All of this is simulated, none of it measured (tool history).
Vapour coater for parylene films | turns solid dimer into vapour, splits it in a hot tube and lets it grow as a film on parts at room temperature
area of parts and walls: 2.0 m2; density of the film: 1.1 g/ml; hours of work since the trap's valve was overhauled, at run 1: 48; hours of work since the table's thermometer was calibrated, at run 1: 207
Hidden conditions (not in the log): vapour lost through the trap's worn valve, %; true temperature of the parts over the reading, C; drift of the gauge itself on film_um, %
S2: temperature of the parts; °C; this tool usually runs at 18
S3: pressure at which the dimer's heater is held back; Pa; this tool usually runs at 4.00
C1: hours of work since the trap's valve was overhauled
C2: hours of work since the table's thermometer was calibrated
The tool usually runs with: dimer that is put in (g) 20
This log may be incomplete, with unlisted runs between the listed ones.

{"run": 1, "day": 0.0, "dimer that is put in (g)": 20, "S2": 18, "S3": 4.0, "C1": 48, "C2": 207, "thickness of the film (um)": 4.96}
{"run": 2, "day": 2.004, "dimer that is put in (g)": 20, "S2": 18, "S3": 5.2, "C1": 73, "C2": 232, "thickness of the film (um)": 4.86}
{"run": 3, "day": 3.438, "dimer that is put in (g)": 20, "S2": 18, "S3": 5.2, "C1": 91, "C2": 250, "thickness of the film (um)": 4.79}
{"run": 4, "day": 4.408, "dimer that is put in (g)": 20, "S2": 18, "S3": 5.2, "C1": 103, "C2": 262, "thickness of the film (um)": 4.76}
{"run": 5, "day": 6.192, "dimer that is put in (g)": 20, "S2": 18, "S3": 5.2, "C1": 125, "C2": 284, "thickness of the film (um)": 4.72}
{"run": 6, "day": 7.1, "dimer that is put in (g)": 20, "S2": 18, "S3": 5.2, "C1": 137, "C2": 296, "thickness of the film (um)": 4.76}
{"run": 7, "day": 8.938, "dimer that is put in (g)": 20, "S2": 18, "S3": 5.2, "C1": 160, "C2": 319, "thickness of the film (um)": 4.71}
{"run": 8, "day": 10.321, "dimer that is put in (g)": 20, "S2": 18, "S3": 5.2, "C1": 177, "C2": 336, "thickness of the film (um)": 4.69}
{"run": 9, "day": 11.829, "dimer that is put in (g)": 20, "S2": 18, "S3": 5.2, "C1": 196, "C2": 355, "thickness of the film (um)": 4.66}
{"run": 10, "day": 12.962, "dimer that is put in (g)": 20, "S2": 18, "S3": 5.2, "C1": 210, "C2": 369, "thickness of the film (um)": 4.63}
{"run": 11, "day": 14.721, "dimer that is put in (g)": 20, "S2": 18, "S3": 5.2, "C1": 232, "C2": 391, "thickness of the film (um)": 4.63}
{"run": 12, "day": 16.646, "dimer that is put in (g)": 20, "S2": 18, "S3": 5.2, "C1": 256, "C2": 415, "thickness of the film (um)": 4.58}
{"run": 13, "day": 17.817, "dimer that is put in (g)": 20, "S2": 18, "S3": 5.2, "C1": 271, "C2": 430, "thickness of the film (um)": 4.58}
{"run": 14, "day": 19.912, "dimer that is put in (g)": 20, "S2": 18, "S3": 5.2, "C1": 297, "C2": 456, "thickness of the film (um)": 4.47}
{"day": 20.258, "done": "trap's valve overhauled"}
{"run": 15, "day": 21.079, "dimer that is put in (g)": 20, "S2": 18, "S3": 5.2, "C1": 10, "C2": 469, "thickness of the film (um)": 4.23}
{"run": 16, "day": 22.192, "dimer that is put in (g)": 20, "S2": 18, "S3": 5.2, "C1": 24, "C2": 483, "thickness of the film (um)": 4.23}
{"run": 17, "day": 23.092, "dimer that is put in (g)": 11, "S2": 18, "S3": 5.2, "C1": 35, "C2": 494, "thickness of the film (um)": 2.33}
{"run": 18, "day": 24.138, "dimer that is put in (g)": 20, "S2": 18, "S3": 4.0, "C1": 49, "C2": 507, "thickness of the film (um)": 4.23}
{"run": 19, "day": 25.521, "dimer that is put in (g)": 20, "S2": 18, "S3": 10.29, "C1": 66, "C2": 524, "thickness of the film (um)": 3.92}
{"run": 20, "day": 27.033, "dimer that is put in (g)": 20, "S2": 18, "S3": 10.29, "C1": 85, "C2": 543, "thickness of the film (um)": 3.93}
{"run": 21, "day": 28.025, "dimer that is put in (g)": 20, "S2": 18, "S3": 10.29, "C1": 97, "C2": 556, "thickness of the film (um)": 3.88}
{"day": 30.142, "done": "trap's valve overhauled, once more"}
{"run": 22, "day": 30.142, "dimer that is put in (g)": 20, "S2": 18, "S3": 10.29, "C1": 0, "C2": 580, "thickness of the film (um)": 4.7}
{"run": 23, "day": 32.071, "dimer that is put in (g)": 20, "S2": 18, "S3": 10.29, "C1": 24, "C2": 604, "thickness of the film (um)": 4.62}
{"run": 24, "day": 33.9, "dimer that is put in (g)": 30, "S2": 21, "S3": 4.0, "C1": 47, "C2": 627, "thickness of the film (um)": 6.73}
{"run": 25, "day": 34.754, "dimer that is put in (g)": 20, "S2": 28, "S3": 2.52, "C1": 58, "C2": 638, "thickness of the film (um)": 3.65}
{"run": 26, "day": 36.55, "dimer that is put in (g)": 20, "S2": 28, "S3": 2.52, "C1": 80, "C2": 660, "thickness of the film (um)": 3.62}
{"run": 27, "day": 37.912, "dimer that is put in (g)": 14, "S2": 18, "S3": 3.97, "C1": 97, "C2": 677, "thickness of the film (um)": 3.46}
{"run": 28, "day": 39.679, "dimer that is put in (g)": 14, "S2": 18, "S3": 3.94, "C1": 119, "C2": 700, "thickness of the film (um)": 3.39}
{"run": 29, "day": 40.883, "dimer that is put in (g)": 14, "S2": 18, "S3": 3.94, "C1": 135, "C2": 715, "thickness of the film (um)": 3.39}
{"run": 30, "day": 42.004, "dimer that is put in (g)": 14, "S2": 18, "S3": 3.94, "C1": 149, "C2": 729, "thickness of the film (um)": 3.38}
{"run": 31, "day": 43.104, "dimer that is put in (g)": 11, "S2": 18, "S3": 11.04, "C1": 162, "C2": 742, "thickness of the film (um)": 2.44}
{"run": 32, "day": 44.821, "dimer that is put in (g)": 11, "S2": 18, "S3": 11.04, "C1": 184, "C2": 764, "thickness of the film (um)": 2.43}
{"run": 33, "day": 45.8, "dimer that is put in (g)": 20, "S2": 18, "S3": 7.88, "C1": 196, "C2": 776, "thickness of the film (um)": 4.53}
{"run": 34, "day": 46.75, "dimer that is put in (g)": 35, "S2": 14, "S3": 4.0, "C1": 208, "C2": 788, "thickness of the film (um)": 9.48}
{"run": 35, "day": 48.396, "dimer that is put in (g)": 20, "S2": 23, "S3": 7.13, "C1": 229, "C2": 809, "thickness of the film (um)": 3.76}
{"run": 36, "day": 49.85, "dimer that is put in (g)": 20, "S2": 23, "S3": 5.41, "C1": 247, "C2": 827, "thickness of the film (um)": 3.83}
{"run": 37, "day": 50.904, "dimer that is put in (g)": 20, "S2": 23, "S3": 5.41, "C1": 260, "C2": 840, "thickness of the film (um)": 3.84}
{"run": 38, "day": 52.988, "dimer that is put in (g)": 16, "S2": 29, "S3": 4.0, "C1": 286, "C2": 866, "thickness of the film (um)": 2.56}
{"run": 39, "day": 54.367, "dimer that is put in (g)": 18, "S2": 15, "S3": 6.56, "C1": 303, "C2": 884, "thickness of the film (um)": 4.41}
{"day": 56.471, "done": "trap's valve overhauled"}
{"run": 40, "day": 56.471, "dimer that is put in (g)": 18, "S2": 15, "S3": 6.56, "C1": 0, "C2": 908, "thickness of the film (um)": 4.86}
{"run": 41, "day": 58.533, "dimer that is put in (g)": 18, "S2": 15, "S3": 6.56, "C1": 26, "C2": 934, "thickness of the film (um)": 4.85}
{"run": 42, "day": 60.562, "dimer that is put in (g)": 31, "S2": 18, "S3": 2.03, "C1": 51, "C2": 959, "thickness of the film (um)": 8.2}
{"run": 43, "day": 61.825, "dimer that is put in (g)": 31, "S2": 27, "S3": 9.78, "C1": 67, "C2": 975, "thickness of the film (um)": 5.3}
{"run": 44, "day": 63.45, "dimer that is put in (g)": 10, "S2": 14, "S3": 2.63, "C1": 87, "C2": 995, "thickness of the film (um)": 2.92}
{"run": 45, "day": 64.512, "dimer that is put in (g)": 26, "S2": 27, "S3": 2.63, "C1": 101, "C2": 1009, "thickness of the film (um)": 4.89}
{"run": 46, "day": 65.546, "dimer that is put in (g)": 13, "S2": 29, "S3": 4.0, "C1": 114, "C2": 1021, "thickness of the film (um)": 2.21}

How the hidden state differs across the entries between the runs, from the last listed run before each to the first after it:
Runs 14 to 15: trap's valve overhauled (day 20.258)
  vapour lost through the trap's worn valve, %: 9.3 -> 15.1; true temperature of the parts over the reading, C: -0.14 -> -0.15
  measured minus no-state result, thickness of the film (um): -0.43 -> -0.73
Runs 21 to 22: trap's valve overhauled, once more (day 30.142)
  vapour lost through the trap's worn valve, %: 17.8 -> 1; true temperature of the parts over the reading, C: -0.19 -> -0.2
  measured minus no-state result, thickness of the film (um): -0.81 -> -0.02
Runs 39 to 40: trap's valve overhauled (day 56.471)
  vapour lost through the trap's worn valve, %: 10.2 -> 0.3; true temperature of the parts over the reading, C: -0.34 -> -0.36
  measured minus no-state result, thickness of the film (um): -0.45 -> +0.04
